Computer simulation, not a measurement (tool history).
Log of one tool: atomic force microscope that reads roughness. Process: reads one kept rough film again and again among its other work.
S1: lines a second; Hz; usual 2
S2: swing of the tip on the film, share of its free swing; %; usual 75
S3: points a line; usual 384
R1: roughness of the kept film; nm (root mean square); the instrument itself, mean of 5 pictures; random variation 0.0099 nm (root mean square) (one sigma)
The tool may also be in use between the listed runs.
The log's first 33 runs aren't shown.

run,hour,S1,S2,S3,R1
34,291.7,3.7,75,384,1.89
# hour 300.3: height scale calibrated on a step standard, once more
35,304.7,2,90,493,1.847
36,316.3,1.78,75,922,2.07
37,321.7,2,84,303,1.911
38,332.6,2,81,303,1.934
39,341.1,1.97,56,394,2.155
40,351.4,1.97,56,394,2.165
41,362.1,2,72,384,2.026
42,369.3,0.63,81,684,2.123
43,375,1.25,75,484,2.08
44,384.9,1.5,63,484,2.106
45,391.2,0.58,67,601,2.165
46,401.3,1.02,79,853,2.049
47,409.7,1.02,79,853,2.041
48,419.2,1.02,79,853,2.047
49,428.6,2,72,269,1.955
50,439.8,2,72,269,1.95
51,447.3,2.07,81,400,1.85
52,453.6,0.66,81,288,2.018

5 ways to go on from here, each from the tool as it stands after run 52. What would each give?
A,465.3,1.27,81,523,?
B,465.3,0.83,81,288,?
C,465.3,1.78,56,384,?
D,465.3,2,74,348,?
E,465.3,0.66,68,288,?

run,R1
A,1.946
B,1.982
C,2.063
D,1.921
E,2.045
Without the tool's hidden state the same runs would have given:
run,R1
A,2.316
B,2.36
C,2.455
D,2.285
E,2.436

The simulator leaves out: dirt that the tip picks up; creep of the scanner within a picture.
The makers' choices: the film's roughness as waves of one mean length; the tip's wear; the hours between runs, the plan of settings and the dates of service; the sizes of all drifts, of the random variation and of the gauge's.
